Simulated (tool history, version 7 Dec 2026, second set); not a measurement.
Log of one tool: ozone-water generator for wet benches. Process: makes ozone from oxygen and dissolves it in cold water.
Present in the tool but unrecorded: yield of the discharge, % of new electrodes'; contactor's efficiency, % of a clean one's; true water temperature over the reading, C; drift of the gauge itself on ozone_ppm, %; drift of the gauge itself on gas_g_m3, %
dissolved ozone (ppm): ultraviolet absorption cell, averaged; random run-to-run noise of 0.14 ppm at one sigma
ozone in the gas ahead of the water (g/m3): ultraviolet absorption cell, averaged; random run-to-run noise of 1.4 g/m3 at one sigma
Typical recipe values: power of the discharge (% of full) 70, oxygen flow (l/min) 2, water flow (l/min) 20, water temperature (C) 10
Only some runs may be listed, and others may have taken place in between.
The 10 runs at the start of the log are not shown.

run,hour,power of the discharge (% of full),oxygen flow (l/min),water flow (l/min),water temperature (C),hours of work since the electrodes were changed,hours of work since the contactor was cleaned,hours of work since the thermometer was calibrated,dissolved ozone (ppm),ozone in the gas ahead of the water (g/m3)
11,494.5,74,2,20,10,541,236,2467,16.6,279.2
12,540.1,70,2,20,18,571,267,2498,15,270.1
13,603.3,70,2.45,20,10,614,309,2540,17,247.2
14,641.7,70,2.45,20,10,640,335,2566,17.2,247.4
15,685.3,70,2.45,20,10,669,365,2596,17,246.8
16,736,70,2.45,20,10,703,399,2630,16.9,246.6
17,785.2,70,2.45,20,10,737,432,2663,17.1,246.5
18,838.6,70,3.44,15,10,773,468,2699,24.7,213.4
19,881.7,70,2,21,14,802,497,2728,14.6,268.7
20,914.5,70,2,21,14,824,519,2750,14.6,269.6
21,972,44,2,14,13,863,558,2789,16.9,200.6
22,1031.7,44,2,14,14,903,598,2829,16.7,198.9
23,1091.8,44,2,14,14,943,639,2870,16.4,201.4

What does the tool deliver on the next run?
24,1152.7,44,2,14,14,984,680,2911,?,?

Run 24 gave dissolved ozone (ppm) 16.5, ozone in the gas ahead of the water (g/m3) 202.8.
Were there no unlogged condition in the tool, this run, its random variation unchanged, would have produced dissolved ozone (ppm) 16.5, ozone in the gas ahead of the water (g/m3) 202.8.
